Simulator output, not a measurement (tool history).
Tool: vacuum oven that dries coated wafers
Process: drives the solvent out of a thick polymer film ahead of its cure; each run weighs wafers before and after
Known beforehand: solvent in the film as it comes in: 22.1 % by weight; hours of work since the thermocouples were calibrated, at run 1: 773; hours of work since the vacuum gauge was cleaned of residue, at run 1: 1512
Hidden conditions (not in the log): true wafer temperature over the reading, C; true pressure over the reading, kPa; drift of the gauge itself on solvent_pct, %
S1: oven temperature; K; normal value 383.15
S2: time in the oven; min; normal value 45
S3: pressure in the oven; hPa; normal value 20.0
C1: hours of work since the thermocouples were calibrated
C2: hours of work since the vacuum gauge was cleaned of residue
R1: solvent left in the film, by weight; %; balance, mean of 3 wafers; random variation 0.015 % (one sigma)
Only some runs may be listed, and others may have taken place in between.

run 1 hour=0.0 | S1=383.15 S2=45 S3=20.0 | C1=773 C2=1512 | R1=3.54
run 2 hour=70.7 | S1=374.15 S2=45 S3=20.0 | C1=813 C2=1551 | R1=6.18
run 3 hour=133.8 | S1=383.15 S2=45 S3=30.3 | C1=849 C2=1587 | R1=3.83
run 4 hour=193.7 | S1=383.15 S2=45 S3=30.3 | C1=882 C2=1620 | R1=3.85
run 5 hour=252.7 | S1=383.15 S2=45 S3=20.0 | C1=915 C2=1653 | R1=3.53
run 6 hour=301.0 | S1=383.15 S2=45 S3=20.0 | C1=942 C2=1681 | R1=3.53
run 7 hour=390.5 | S1=383.15 S2=45 S3=20.0 | C1=992 C2=1731 | R1=3.52
run 8 hour=488.5 | S1=372.15 S2=45 S3=20.0 | C1=1047 C2=1786 | R1=6.80
run 9 hour=584.9 | S1=383.15 S2=45 S3=10.1 | C1=1101 C2=1840 | R1=3.24
run 10 hour=644.6 | S1=383.15 S2=45 S3=20.0 | C1=1135 C2=1873 | R1=3.54
run 11 hour=710.2 | S1=383.15 S2=45 S3=20.0 | C1=1172 C2=1910 | R1=3.55
-- hour=737.5 vacuum gauge cleaned of residue and calibrated
run 12 hour=766.0 | S1=383.15 S2=45 S3=37.0 | C1=1202 C2=16 | R1=4.01
run 13 hour=876.1 | S1=383.15 S2=45 S3=20.0 | C1=1264 C2=78 | R1=3.52
-- hour=920.6 oven's thermocouples calibrated
run 14 hour=946.4 | S1=383.15 S2=45 S3=20.0 | C1=14 C2=116 | R1=3.54
run 15 hour=1015.7 | S1=383.15 S2=45 S3=20.7 | C1=53 C2=155 | R1=3.57
run 16 hour=1120.3 | S1=383.15 S2=45 S3=20.7 | C1=112 C2=214 | R1=3.53
run 17 hour=1226.6 | S1=383.15 S2=45 S3=20.7 | C1=172 C2=273 | R1=3.58
run 18 hour=1332.3 | S1=383.15 S2=45 S3=20.7 | C1=231 C2=332 | R1=3.54
run 19 hour=1409.7 | S1=383.15 S2=45 S3=20.7 | C1=274 C2=376 | R1=3.58
run 20 hour=1474.5 | S1=383.15 S2=45 S3=49.8 | C1=311 C2=412 | R1=4.39
run 21 hour=1569.3 | S1=383.15 S2=45 S3=49.8 | C1=364 C2=465 | R1=4.39
run 22 hour=1620.1 | S1=383.15 S2=45 S3=49.8 | C1=392 C2=494 | R1=4.38
run 23 hour=1706.8 | S1=383.15 S2=45 S3=20.0 | C1=441 C2=542 | R1=3.53
run 24 hour=1801.3 | S1=380.15 S2=35 S3=17.3 | C1=494 C2=595 | R1=5.78
run 25 hour=1913.9 | S1=388.15 S2=45 S3=20.0 | C1=557 C2=659 | R1=2.39
run 26 hour=1967.7 | S1=380.15 S2=45 S3=12.1 | C1=587 C2=689 | R1=4.11
run 27 hour=2073.6 | S1=380.15 S2=45 S3=12.1 | C1=647 C2=748 | R1=4.11

What does the tool deliver on the next run?
run 28 hour=2178.4 | S1=376.15 S2=45 S3=20.2 | C1=705 C2=807 | R1=?

{"run 28": {"R1": 5.53}}
On a tool with no hidden condition, and with the same random variation, this run would have come out at R1 5.53 %.
